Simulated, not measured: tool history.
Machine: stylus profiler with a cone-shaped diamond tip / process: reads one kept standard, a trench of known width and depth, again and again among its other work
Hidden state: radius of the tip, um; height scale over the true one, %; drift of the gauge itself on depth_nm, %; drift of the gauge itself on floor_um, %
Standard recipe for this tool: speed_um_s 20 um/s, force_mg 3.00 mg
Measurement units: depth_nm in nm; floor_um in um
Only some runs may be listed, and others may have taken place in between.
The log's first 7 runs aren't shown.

run,hour,speed_um_s,force_mg,scans with this tip,hours of work since the height scale was calibrated,depth_nm,floor_um
8,291.8,21,5.74,12969,1125,204.07,16.31
9,349.9,21,5.74,13440,1166,204.06,16.31
10,402.4,21,5.74,13864,1203,204.07,16.25
11,465.3,20,1.31,14374,1247,201.13,16.21
12,515.0,20,1.31,14776,1282,201.15,16.25
13,558.2,23,1.31,15126,1312,201.09,16.18
14,617.5,23,1.31,15605,1354,201.07,16.13
15,670.1,23,1.31,16031,1391,201.10,16.09
16,710.2,20,3.76,16356,1419,202.86,16.12
17,737.5,20,3.76,16577,1438,202.82,16.12
18,775.5,5,1.32,16884,1465,200.98,16.10

Run 19, settings as shown, results not yet in. Your forecast:
19,833.7,16,5.12,17355,1506,?,?

{"run 19": {"depth_nm": 203.67, "floor_um": 16.11}}
With no hidden state in the tool, this same run would have given depth_nm 204.40 nm, floor_um 17.20 um.
